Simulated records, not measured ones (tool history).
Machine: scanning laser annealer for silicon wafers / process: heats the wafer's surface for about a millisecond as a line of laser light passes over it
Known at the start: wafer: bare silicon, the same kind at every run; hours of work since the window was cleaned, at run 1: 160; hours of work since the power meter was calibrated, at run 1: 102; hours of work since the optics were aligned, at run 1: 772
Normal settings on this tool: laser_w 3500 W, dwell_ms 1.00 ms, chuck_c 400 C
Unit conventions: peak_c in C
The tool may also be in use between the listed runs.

| run | day | laser_w | dwell_ms | chuck_c | hours of work since the window was cleaned | hours of work since the power meter was calibrated | hours of work since the optics were aligned | peak_c |
|---|---|---|---|---|---|---|---|---|
| 1 | 0.000 | 3500 | 1.00 | 400 | 160 | 102 | 772 | 1125 |
| 2 | 0.867 | 3500 | 1.00 | 400 | 169 | 110 | 780 | 1124 |
| 3 | 2.112 | 3500 | 1.18 | 400 | 181 | 122 | 792 | 1196 |
| 4 | 2.817 | 3500 | 1.02 | 400 | 188 | 129 | 799 | 1134 |
| 5 | 3.904 | 3500 | 0.80 | 400 | 198 | 140 | 810 | 1038 |
| 6 | 4.888 | 3500 | 0.80 | 400 | 208 | 150 | 820 | 1035 |
| 7 | 5.625 | 3500 | 0.80 | 400 | 215 | 157 | 827 | 1037 |
| 8 | 6.862 | 3500 | 0.80 | 400 | 227 | 169 | 839 | 1037 |
| 9 | 7.988 | 3500 | 0.80 | 400 | 238 | 180 | 850 | 1034 |
| 10 | 9.229 | 3500 | 1.00 | 400 | 251 | 192 | 862 | 1119 |
| 11 | 10.475 | 3391 | 1.00 | 400 | 263 | 204 | 875 | 1100 |
| 12 | 11.129 | 3500 | 1.00 | 400 | 269 | 211 | 881 | 1121 |
| 13 | 11.733 | 3500 | 0.70 | 400 | 275 | 217 | 887 | 986 |
| 14 | 13.021 | 3500 | 1.25 | 435 | 288 | 229 | 900 | 1249 |
| 15 | 13.904 | 3816 | 0.75 | 404 | 297 | 238 | 908 | 1063 |
| 16 | 14.929 | 3816 | 0.75 | 404 | 307 | 248 | 918 | 1065 |
| 17 | 16.346 | 3422 | 0.85 | 422 | 321 | 262 | 932 | 1063 |
| 18 | 17.788 | 3285 | 0.80 | 426 | 335 | 276 | 946 | 1017 |
| 19 | 18.488 | 3285 | 0.80 | 426 | 342 | 283 | 953 | 1020 |
| 20 | 19.400 | 3285 | 0.80 | 426 | 351 | 292 | 962 | 1018 |
| 21 | 20.738 | 3285 | 1.09 | 389 | 364 | 305 | 975 | 1095 |
| 22 | 21.950 | 3500 | 0.95 | 400 | 376 | 317 | 987 | 1092 |

What will run 23 give?
| 23 | 22.654 | 3500 | 0.76 | 400 | 383 | 324 | 994 | ? |

peak_c: 1009 C
Were there no unlogged condition in the tool, this run, its random variation unchanged, would have produced peak_c 1031 C.

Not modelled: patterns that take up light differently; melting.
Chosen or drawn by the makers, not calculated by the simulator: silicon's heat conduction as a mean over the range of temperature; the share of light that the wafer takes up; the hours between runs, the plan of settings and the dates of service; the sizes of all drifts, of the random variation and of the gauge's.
